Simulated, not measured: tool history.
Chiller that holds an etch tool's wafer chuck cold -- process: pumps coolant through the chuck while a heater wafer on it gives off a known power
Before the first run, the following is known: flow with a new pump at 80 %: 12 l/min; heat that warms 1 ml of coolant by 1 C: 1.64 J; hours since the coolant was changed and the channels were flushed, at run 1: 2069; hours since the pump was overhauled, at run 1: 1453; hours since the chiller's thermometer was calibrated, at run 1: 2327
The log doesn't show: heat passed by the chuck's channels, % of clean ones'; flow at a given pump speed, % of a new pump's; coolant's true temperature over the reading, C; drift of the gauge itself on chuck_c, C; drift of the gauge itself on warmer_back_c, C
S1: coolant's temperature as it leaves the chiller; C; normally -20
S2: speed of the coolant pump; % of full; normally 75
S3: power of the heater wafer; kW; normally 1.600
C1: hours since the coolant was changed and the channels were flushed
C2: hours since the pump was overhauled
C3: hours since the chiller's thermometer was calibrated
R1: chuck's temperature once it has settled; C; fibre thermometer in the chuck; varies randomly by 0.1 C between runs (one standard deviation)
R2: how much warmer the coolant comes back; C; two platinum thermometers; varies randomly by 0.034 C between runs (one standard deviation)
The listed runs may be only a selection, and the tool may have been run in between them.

| run | hour | S1 | S2 | S3 | C1 | C2 | C3 | R1 | R2 |
|---|---|---|---|---|---|---|---|---|---|
| 1 | 0.0 | -20 | 75 | 1.600 | 2069 | 1453 | 2327 | 0.0 | 5.48 |
| 2 | 15.5 | -20 | 75 | 1.600 | 2084 | 1468 | 2342 | -0.2 | 5.49 |
| 3 | 34.7 | -20 | 75 | 1.331 | 2103 | 1488 | 2361 | -3.5 | 4.50 |
| 4 | 52.0 | -20 | 75 | 1.331 | 2121 | 1505 | 2379 | -3.4 | 4.60 |
| 5 | 69.1 | -20 | 75 | 1.331 | 2138 | 1522 | 2396 | -3.5 | 4.53 |
| 6 | 102.7 | -20 | 75 | 1.331 | 2171 | 1556 | 2429 | -3.6 | 4.65 |
| 7 | 125.0 | -20 | 75 | 1.331 | 2194 | 1578 | 2452 | -3.7 | 4.61 |
| 8 | 149.6 | -20 | 75 | 1.331 | 2218 | 1603 | 2476 | -3.3 | 4.55 |
| 9 | 169.4 | -20 | 75 | 1.331 | 2238 | 1622 | 2496 | -3.4 | 4.59 |
| 10 | 191.4 | -20 | 75 | 1.600 | 2260 | 1644 | 2518 | 0.2 | 5.49 |
| 11 | 229.3 | -20 | 75 | 1.600 | 2298 | 1682 | 2556 | 0.2 | 5.53 |
| 12 | 253.7 | -20 | 97 | 1.600 | 2322 | 1707 | 2580 | -3.3 | 4.10 |
| 13 | 272.7 | -20 | 97 | 1.600 | 2341 | 1726 | 2599 | -3.3 | 4.17 |
| 14 | 298.6 | -20 | 90 | 1.600 | 2367 | 1751 | 2625 | -2.3 | 4.52 |
| 15 | 316.6 | -20 | 90 | 1.600 | 2385 | 1769 | 2643 | -2.4 | 4.50 |
| 16 | 347.2 | -20 | 80 | 1.600 | 2416 | 1800 | 2674 | -0.6 | 5.20 |
|  | 351.0 | chiller's thermometer calibrated |
| 17 | 368.4 | -20 | 89 | 1.600 | 2436 | 1820 | 17 | -2.3 | 4.57 |
| 18 | 390.7 | -19 | 75 | 1.882 | 2458 | 1843 | 40 | 4.8 | 6.52 |
| 19 | 411.5 | -27 | 85 | 1.415 | 2479 | 1863 | 60 | -10.8 | 4.29 |
| 20 | 434.5 | -16 | 70 | 1.600 | 2502 | 1886 | 83 | 5.3 | 6.07 |
| 21 | 470.6 | -25 | 60 | 1.578 | 2538 | 1922 | 120 | -1.6 | 7.03 |
| 22 | 494.8 | -29 | 95 | 2.258 | 2562 | 1947 | 144 | -4.7 | 6.07 |
| 23 | 516.4 | -29 | 95 | 2.258 | 2584 | 1968 | 165 | -4.6 | 6.03 |
| 24 | 552.5 | -29 | 75 | 0.812 | 2620 | 2004 | 202 | -19.2 | 2.84 |
|  | 572.4 | chiller's thermometer calibrated, once more |
| 25 | 581.4 | -29 | 65 | 1.600 | 2648 | 2032 | 9 | -5.6 | 6.53 |
| 26 | 606.6 | -29 | 65 | 1.600 | 2673 | 2057 | 34 | -5.6 | 6.50 |
| 27 | 623.3 | -27 | 82 | 2.261 | 2690 | 2074 | 51 | 1.2 | 7.15 |
| 28 | 655.8 | -20 | 86 | 1.040 | 2722 | 2107 | 83 | -7.4 | 3.15 |
| 29 | 675.5 | -20 | 64 | 1.069 | 2742 | 2126 | 103 | -4.3 | 4.45 |
| 30 | 699.2 | -23 | 85 | 1.069 | 2766 | 2150 | 127 | -10.0 | 3.36 |
| 31 | 724.3 | -23 | 85 | 1.069 | 2791 | 2175 | 152 | -10.2 | 3.22 |

What would each run have given without the hidden state, its run-to-run variation left as it was?
| run | R1 | R2 |
|---|---|---|
| 1 | -1.1 | 5.24 |
| 2 | -1.2 | 5.25 |
| 3 | -4.3 | 4.30 |
| 4 | -4.2 | 4.39 |
| 5 | -4.3 | 4.32 |
| 6 | -4.4 | 4.43 |
| 7 | -4.5 | 4.39 |
| 8 | -4.2 | 4.32 |
| 9 | -4.3 | 4.36 |
| 10 | -1.0 | 5.21 |
| 11 | -1.1 | 5.24 |
| 12 | -4.2 | 3.88 |
| 13 | -4.2 | 3.95 |
| 14 | -3.3 | 4.28 |
| 15 | -3.4 | 4.25 |
| 16 | -1.8 | 4.92 |
| 17 | -3.3 | 4.31 |
| 18 | 3.1 | 6.15 |
| 19 | -11.6 | 4.05 |
| 20 | 3.9 | 5.72 |
| 21 | -3.2 | 6.62 |
| 22 | -6.4 | 5.71 |
| 23 | -6.4 | 5.67 |
| 24 | -19.5 | 2.66 |
| 25 | -8.0 | 6.13 |
| 26 | -8.1 | 6.09 |
| 27 | -1.8 | 6.70 |
| 28 | -8.8 | 2.94 |
| 29 | -6.0 | 4.16 |
| 30 | -11.4 | 3.14 |
| 31 | -11.6 | 3.00 |

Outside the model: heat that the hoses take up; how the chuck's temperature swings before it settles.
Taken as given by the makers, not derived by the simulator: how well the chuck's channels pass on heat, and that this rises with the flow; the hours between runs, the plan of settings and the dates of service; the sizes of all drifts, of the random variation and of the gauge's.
